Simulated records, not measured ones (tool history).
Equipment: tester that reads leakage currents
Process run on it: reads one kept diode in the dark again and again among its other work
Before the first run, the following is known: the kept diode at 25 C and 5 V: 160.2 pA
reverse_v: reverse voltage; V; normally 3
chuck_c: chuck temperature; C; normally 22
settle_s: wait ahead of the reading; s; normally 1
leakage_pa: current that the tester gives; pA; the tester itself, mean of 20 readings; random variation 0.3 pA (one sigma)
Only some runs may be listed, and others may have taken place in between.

| run | day | reverse_v | chuck_c | settle_s | leakage_pa |
|---|---|---|---|---|---|
| 1 | 0 | 3 | 22 | 1 | 103.57 |
| 2 | 4.025 | 6.93 | 22 | 1 | 158.98 |
| 3 | 8.475 | 3 | 22 | 1 | 105.47 |
| 4 | 13.696 | 19.42 | 22 | 1 | 274.44 |
| 5 | 17.571 | 3 | 22 | 7.5 | 106.07 |
| 6 | 23.842 | 3 | 22 | 7.5 | 106.82 |
| 7 | 29.946 | 3 | 22 | 7.5 | 107.82 |
| 8 | 33.583 | 3 | 22 | 7.5 | 108.32 |
| 9 | 40.246 | 1.77 | 57 | 4.18 | 881.83 |
| 10 | 44.55 | 3 | 36 | 0.32 | 300.57 |
| 11 | 48.375 | 3 | 36 | 0.32 | 300.82 |
|  | 49.025 | chuck's temperature calibrated |
|  | 55.629 | probe card cleaned and baked |
| 12 | 56.429 | 3.65 | 35 | 9.61 | 318.05 |
| 13 | 61.538 | 3.65 | 26 | 9.61 | 168.7 |
| 14 | 67.371 | 2.64 | 39 | 1.22 | 363.11 |
| 15 | 74.396 | 2.64 | 39 | 1.22 | 364.48 |
| 16 | 81.938 | 8.33 | 33 | 3.56 | 427.01 |

Below are 5 alternative next runs, each starting from the tool's condition after run 16. Predict each:
| A | 88.858 | 8.33 | 32 | 3.56 | ? |
| B | 88.858 | 10.37 | 25 | 0.34 | ? |
| C | 88.858 | 2.61 | 22 | 0.64 | ? |
| D | 88.858 | 18.26 | 49 | 1.26 | ? |
| E | 88.858 | 6.94 | 33 | 3.56 | ? |

| run | leakage_pa |
|---|---|
| A | 404.8 |
| B | 275.16 |
| C | 110.73 |
| D | 1842.12 |
| E | 395.67 |
Stripped of hidden state, with their random variation kept, the same runs would have yielded:
| run | leakage_pa |
|---|---|
| A | 343.07 |
| B | 231.72 |
| C | 93 |
| D | 1584.58 |
| E | 335.75 |
